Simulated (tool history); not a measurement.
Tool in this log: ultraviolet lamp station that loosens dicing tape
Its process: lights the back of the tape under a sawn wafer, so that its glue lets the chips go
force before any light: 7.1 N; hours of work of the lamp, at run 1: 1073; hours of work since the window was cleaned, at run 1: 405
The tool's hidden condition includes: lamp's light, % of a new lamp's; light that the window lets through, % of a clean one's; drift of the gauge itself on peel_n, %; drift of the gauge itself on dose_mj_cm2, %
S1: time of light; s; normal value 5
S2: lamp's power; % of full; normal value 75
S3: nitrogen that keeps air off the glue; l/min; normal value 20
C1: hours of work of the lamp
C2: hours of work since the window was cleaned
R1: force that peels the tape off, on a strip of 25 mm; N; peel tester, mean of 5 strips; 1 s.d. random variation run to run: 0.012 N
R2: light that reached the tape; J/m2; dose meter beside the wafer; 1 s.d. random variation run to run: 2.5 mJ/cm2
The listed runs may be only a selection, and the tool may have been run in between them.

run    hour  S1  S2  S3    C1   C2     R1    R2
  1       0   5  75  20  1073  405  1.171  2190
         56  -- window cleaned of glue's vapour
  2    64.2   5  75  19  1099    3  1.321  2070
  3   132.2   5  75  19  1127   32  1.372  1990
  4     204   6  75  20  1157   61  0.968  2370
  5   278.1   5  84  20  1188   92  1.126  2180
  6   319.4   5  90  20  1205  109  0.981  2340
  7     416   5  90  20  1245  149  1.059  2310
  8   468.2   5  90  20  1267  171  1.055  2250
  9   520.4   5  90  20  1288  193   1.11  2200
 10   564.4   5  90  20  1307  211  1.133  2230
      616.5  -- window cleaned of glue's vapour, once more
 11   616.9   5  90  20  1328    0   0.79  2690
 12   711.8   4  72   8  1368   40  2.639  1670
 13   779.1   4  72   8  1395   67  2.664  1640
 14   824.1   3  75  20  1414   86  2.352  1260
 15   920.7   8  65   7  1454  126  1.408  2910
 16   985.4   6  93  31  1481  153  0.419  3070
     1031.8  -- lamp changed
 17  1031.8   3  75  20     0  172  1.557  1780
 18  1115.3   3  75  20    35  207  1.593  1730
 19  1199.1   7  81   6    69  241  0.722  4330

Here are 5 independent what-if runs from the current tool condition. What would each one return?
  A  1259.8   5  85  18  95  267   ?   ?
  B  1259.8   5  70  18  95  267   ?   ?
  C  1259.8   5  75  25  95  267   ?   ?
  D  1259.8   5  75  12  95  267   ?   ?
  E  1259.8   8  85  17  95  267   ?   ?

run     R1    R2
  A  0.599  3240
  B  0.845  2670
  C  0.573  2820
  D  0.994  2850
  E  0.176  5130
Take away the tool's hidden state, keep each run's random variation, and the runs would have read:
run     R1    R2
  A  0.493  3520
  B  0.711  2900
  C   0.47  3060
  D  0.845  3100
  E  0.144  5580
